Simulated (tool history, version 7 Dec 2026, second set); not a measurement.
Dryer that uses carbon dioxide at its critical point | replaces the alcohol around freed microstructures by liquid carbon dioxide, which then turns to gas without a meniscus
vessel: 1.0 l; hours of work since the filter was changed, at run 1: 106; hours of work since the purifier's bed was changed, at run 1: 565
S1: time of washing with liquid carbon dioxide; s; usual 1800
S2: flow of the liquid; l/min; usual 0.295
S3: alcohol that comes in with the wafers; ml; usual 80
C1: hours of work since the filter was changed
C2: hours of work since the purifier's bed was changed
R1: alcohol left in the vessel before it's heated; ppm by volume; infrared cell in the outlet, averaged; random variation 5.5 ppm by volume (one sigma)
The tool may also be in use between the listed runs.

| run | hour | S1 | S2 | S3 | C1 | C2 | R1 |
|---|---|---|---|---|---|---|---|
| 1 | 0.0 | 1800 | 0.295 | 80 | 106 | 565 | 341 |
| 2 | 15.2 | 1800 | 0.295 | 80 | 116 | 575 | 329 |
| 3 | 31.2 | 1800 | 0.295 | 80 | 127 | 585 | 339 |
| 4 | 52.6 | 1800 | 0.295 | 80 | 141 | 599 | 358 |
| 5 | 67.5 | 2820 | 0.295 | 80 | 150 | 609 | 133 |
| 6 | 84.5 | 2820 | 0.295 | 80 | 161 | 620 | 119 |
| 7 | 102.8 | 2820 | 0.295 | 80 | 173 | 632 | 130 |
| 8 | 119.7 | 2820 | 0.295 | 80 | 184 | 643 | 127 |
| 9 | 135.5 | 2820 | 0.295 | 80 | 194 | 653 | 133 |
| 10 | 162.0 | 1800 | 0.295 | 76 | 212 | 670 | 422 |
| 11 | 181.8 | 1800 | 0.295 | 76 | 225 | 683 | 415 |
| 12 | 196.5 | 1800 | 0.295 | 76 | 234 | 693 | 448 |
| 13 | 216.1 | 2160 | 0.469 | 104 | 247 | 705 | 137 |
| 14 | 237.4 | 2160 | 0.469 | 104 | 261 | 719 | 131 |
| 15 | 271.6 | 1800 | 0.211 | 29 | 283 | 742 | 812 |
| 16 | 307.0 | 1800 | 0.211 | 29 | 306 | 765 | 834 |
| 17 | 334.7 | 1740 | 0.182 | 23 | 324 | 783 | 1223 |
| 18 | 367.2 | 1740 | 0.256 | 64 | 345 | 804 | 1019 |
|  | 369.7 | inlet filter changed |
| 19 | 392.4 | 1380 | 0.327 | 39 | 15 | 820 | 334 |
| 20 | 426.9 | 2640 | 0.204 | 96 | 37 | 842 | 341 |
| 21 | 455.5 | 2100 | 0.393 | 46 | 56 | 861 | 158 |
| 22 | 471.8 | 2100 | 0.393 | 46 | 66 | 871 | 161 |

3 ways to go on from here, each from the tool as it stands after run 22. What would each give?
| A | 498.4 | 1260 | 0.189 | 46 | 84 | 889 | ? |
| B | 498.4 | 1800 | 0.185 | 80 | 84 | 889 | ? |
| C | 498.4 | 2160 | 0.348 | 31 | 84 | 889 | ? |

| run | R1 |
|---|---|
| A | 3302 |
| B | 2065 |
| C | 158 |
Without the tool's hidden state the same runs would have given:
| run | R1 |
|---|---|
| A | 2776 |
| B | 1605 |
| C | 0 |

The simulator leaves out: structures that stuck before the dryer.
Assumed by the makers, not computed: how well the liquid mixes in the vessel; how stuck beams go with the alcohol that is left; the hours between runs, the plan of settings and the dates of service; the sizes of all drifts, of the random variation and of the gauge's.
